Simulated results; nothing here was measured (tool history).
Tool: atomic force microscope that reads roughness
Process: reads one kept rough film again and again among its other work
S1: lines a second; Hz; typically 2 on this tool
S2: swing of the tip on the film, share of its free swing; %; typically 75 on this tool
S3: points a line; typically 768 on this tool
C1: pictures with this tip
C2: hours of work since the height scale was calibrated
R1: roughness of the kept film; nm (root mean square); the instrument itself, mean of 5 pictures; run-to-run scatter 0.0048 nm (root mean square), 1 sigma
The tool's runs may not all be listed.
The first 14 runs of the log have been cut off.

{"run": 15, "hour": 223.7, "S1": 2, "S2": 70, "S3": 768, "C1": 74, "C2": 487, "R1": 0.662}
{"run": 16, "hour": 242.6, "S1": 2, "S2": 70, "S3": 768, "C1": 96, "C2": 500, "R1": 0.657}
{"hour": 250.6, "done": "new tip fitted"}
{"run": 17, "hour": 264.2, "S1": 2, "S2": 70, "S3": 768, "C1": 16, "C2": 514, "R1": 0.684}
{"run": 18, "hour": 282.3, "S1": 2, "S2": 70, "S3": 768, "C1": 37, "C2": 526, "R1": 0.681}
{"run": 19, "hour": 302.5, "S1": 2.66, "S2": 80, "S3": 859, "C1": 61, "C2": 540, "R1": 0.603}
{"run": 20, "hour": 316.8, "S1": 3.82, "S2": 79, "S3": 768, "C1": 77, "C2": 550, "R1": 0.552}
{"run": 21, "hour": 329.0, "S1": 3.82, "S2": 79, "S3": 768, "C1": 91, "C2": 558, "R1": 0.546}
{"hour": 340.1, "done": "new tip fitted"}
{"run": 22, "hour": 347.1, "S1": 0.6, "S2": 69, "S3": 707, "C1": 8, "C2": 570, "R1": 0.75}
{"run": 23, "hour": 366.5, "S1": 2.74, "S2": 69, "S3": 940, "C1": 30, "C2": 584, "R1": 0.663}
{"run": 24, "hour": 381.6, "S1": 2.74, "S2": 69, "S3": 940, "C1": 48, "C2": 594, "R1": 0.653}
{"run": 25, "hour": 399.6, "S1": 1.05, "S2": 60, "S3": 751, "C1": 69, "C2": 606, "R1": 0.714}
{"run": 26, "hour": 409.8, "S1": 1.05, "S2": 60, "S3": 751, "C1": 80, "C2": 613, "R1": 0.712}

The next listed run, before its measurement:
{"run": 27, "hour": 422.3, "S1": 2, "S2": 84, "S3": 421, "C1": 95, "C2": 622, "R1": "?"}

R1: 0.582 nm (root mean square)
Had the tool carried no hidden state, the very same run would have given R1 0.613 nm (root mean square).

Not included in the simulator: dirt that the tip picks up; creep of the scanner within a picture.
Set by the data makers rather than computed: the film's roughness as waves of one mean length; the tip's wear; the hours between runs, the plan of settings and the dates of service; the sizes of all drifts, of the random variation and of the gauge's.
